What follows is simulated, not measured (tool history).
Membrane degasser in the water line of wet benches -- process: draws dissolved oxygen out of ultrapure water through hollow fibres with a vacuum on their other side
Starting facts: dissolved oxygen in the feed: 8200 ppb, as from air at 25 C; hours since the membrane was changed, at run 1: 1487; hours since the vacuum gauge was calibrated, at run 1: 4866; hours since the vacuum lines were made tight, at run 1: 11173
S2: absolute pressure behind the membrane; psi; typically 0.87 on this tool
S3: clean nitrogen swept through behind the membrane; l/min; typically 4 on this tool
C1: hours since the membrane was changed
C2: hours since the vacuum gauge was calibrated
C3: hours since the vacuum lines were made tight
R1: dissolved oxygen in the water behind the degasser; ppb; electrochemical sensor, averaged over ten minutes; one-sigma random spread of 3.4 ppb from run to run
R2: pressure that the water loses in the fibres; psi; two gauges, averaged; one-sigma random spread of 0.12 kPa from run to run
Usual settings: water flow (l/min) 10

Run 1, hour 0: usual settings; C1 1487; C2 4866; C3 11173. Result: R1 350.5 ppb, R2 4.854 psi.
At hour 46.9: seals of the vacuum lines changed.
Run 2, hour 96.2: usual settings; C1 1581; C2 4961; C3 49. Result: R1 350.2 ppb, R2 4.886 psi.
Run 3, hour 247.6: usual settings; C1 1732; C2 5112; C3 201. Result: R1 348.9 ppb, R2 4.865 psi.
Run 4, hour 358.3: usual settings; C1 1843; C2 5223; C3 311. Result: R1 348 ppb, R2 4.873 psi.
Run 5, hour 509.4: usual settings; C1 1994; C2 5374; C3 462. Result: R1 349.3 ppb, R2 4.898 psi.
Run 6, hour 625.5: usual settings; C1 2110; C2 5490; C3 579. Result: R1 356.5 ppb, R2 4.875 psi.
Run 7, hour 715: usual settings; C1 2200; C2 5579; C3 668. Result: R1 351.4 ppb, R2 4.883 psi.
Run 8, hour 868.9: usual settings but S2 0.577 psi; C1 2354; C2 5733; C3 822. Result: R1 342.8 ppb, R2 4.886 psi.
Run 9, hour 969.1: usual settings; C1 2454; C2 5833; C3 922. Result: R1 357.9 ppb, R2 4.856 psi.
Run 10, hour 1032.9: usual settings; C1 2518; C2 5897; C3 986. Result: R1 350.6 ppb, R2 4.883 psi.
Run 11, hour 1105.7: usual settings; C1 2590; C2 5970; C3 1059. Result: R1 353.3 ppb, R2 4.901 psi.
Run 12, hour 1247.8: usual settings; C1 2732; C2 6112; C3 1201. Result: R1 352.9 ppb, R2 4.905 psi.
Run 13, hour 1384.7: usual settings; C1 2869; C2 6249; C3 1338. Result: R1 352.5 ppb, R2 4.892 psi.
Run 14, hour 1531.7: usual settings; C1 3016; C2 6396; C3 1485. Result: R1 357.6 ppb, R2 4.886 psi.
Run 15, hour 1642.2: usual settings; C1 3127; C2 6507; C3 1595. Result: R1 358.5 ppb, R2 4.872 psi.
Run 16, hour 1730.9: usual settings; C1 3216; C2 6595; C3 1684. Result: R1 355.5 ppb, R2 4.902 psi.
Run 17, hour 1879.6: usual settings but water flow (l/min) 8, S2 0.532 psi; C1 3364; C2 6744; C3 1833. Result: R1 262.3 ppb, R2 3.92 psi.
Run 18, hour 2030.3: usual settings but water flow (l/min) 8, S2 0.532 psi; C1 3515; C2 6895; C3 1983. Result: R1 260.6 ppb, R2 3.896 psi.
Run 19, hour 2165.6: usual settings but water flow (l/min) 7, S2 0.873 psi, S3 9.44 l/min; C1 3650; C2 7030; C3 2119. Result: R1 222 ppb, R2 3.401 psi.
Run 20, hour 2268.8: usual settings but water flow (l/min) 8, S2 2.025 psi, S3 4.46 l/min; C1 3753; C2 7133; C3 2222. Result: R1 311.9 ppb, R2 3.923 psi.
Run 21, hour 2402.3: usual settings but water flow (l/min) 13, S2 0.833 psi, S3 7.25 l/min; C1 3887; C2 7267; C3 2355. Result: R1 464.3 ppb, R2 6.405 psi.
Run 22, hour 2474.8: usual settings but S3 2.18 l/min; C1 3959; C2 7339; C3 2428. Result: R1 372.5 ppb, R2 4.892 psi.
Run 23, hour 2614.5: usual settings but water flow (l/min) 12, S2 2.113 psi, S3 6.14 l/min; C1 4099; C2 7479; C3 2568. Result: R1 464.6 ppb, R2 5.894 psi.
Run 24, hour 2727.1: usual settings but S2 2.161 psi, S3 11.54 l/min; C1 4212; C2 7591; C3 2680. Result: R1 365 ppb, R2 4.914 psi.
Run 25, hour 2792.1: usual settings but water flow (l/min) 9, S2 2.161 psi, S3 8.03 l/min; C1 4277; C2 7656; C3 2745. Result: R1 333.7 ppb, R2 4.427 psi.
Run 26, hour 2887.4: usual settings but water flow (l/min) 6, S2 0.819 psi, S3 8.56 l/min; C1 4372; C2 7752; C3 2840. Result: R1 183.6 ppb, R2 2.949 psi.
Run 27, hour 2974.6: usual settings but S2 1.117 psi, S3 2.24 l/min; C1 4459; C2 7839; C3 2928. Result: R1 389.3 ppb, R2 4.901 psi.
Run 28, hour 3059.1: usual settings but water flow (l/min) 13, S2 1.508 psi, S3 2.42 l/min; C1 4544; C2 7923; C3 3012. Result: R1 542.7 ppb, R2 6.366 psi.
Run 29, hour 3211.8: usual settings but water flow (l/min) 13, S2 1.508 psi, S3 2.66 l/min; C1 4696; C2 8076; C3 3165. Result: R1 538.5 ppb, R2 6.411 psi.
Run 30, hour 3341.4: usual settings but water flow (l/min) 13, S2 1.508 psi, S3 2.66 l/min; C1 4826; C2 8206; C3 3294. Result: R1 547.1 ppb, R2 6.348 psi.
Run 31, hour 3414.2: usual settings but water flow (l/min) 7, S2 1.746 psi, S3 5.43 l/min; C1 4899; C2 8279; C3 3367. Result: R1 249.4 ppb, R2 3.456 psi.
Run 32, hour 3504.1: usual settings but water flow (l/min) 7, S2 1.746 psi, S3 5.43 l/min; C1 4989; C2 8368; C3 3457. Result: R1 247.3 ppb, R2 3.432 psi.

Below are 4 alternative next runs, each starting from the tool's condition after run 32. Predict each:
Run A, hour 3650.8: usual settings but water flow (l/min) 7, S2 1.746 psi, S3 5.47 l/min; C1 5135; C2 8515; C3 3604. Result: R1 ?, R2 ?.
Run B, hour 3650.8: usual settings but water flow (l/min) 9, S2 1.521 psi, S3 7.6 l/min; C1 5135; C2 8515; C3 3604. Result: R1 ?, R2 ?.
Run C, hour 3650.8: usual settings but S2 1.265 psi; C1 5135; C2 8515; C3 3604. Result: R1 ?, R2 ?.
Run D, hour 3650.8: usual settings but S2 0.764 psi, S3 2.24 l/min; C1 5135; C2 8515; C3 3604. Result: R1 ?, R2 ?.

run     R1     R2
  A  248.6   3.45
  B  318.1  4.413
  C  386.4  4.923
  D  368.5  4.931
The same runs, with their run-to-run variation unchanged, on a tool lacking any hidden condition would have given:
run     R1     R2
  A  233.5   3.39
  B  300.1  4.335
  C  365.1  4.836
  D  346.6  4.846
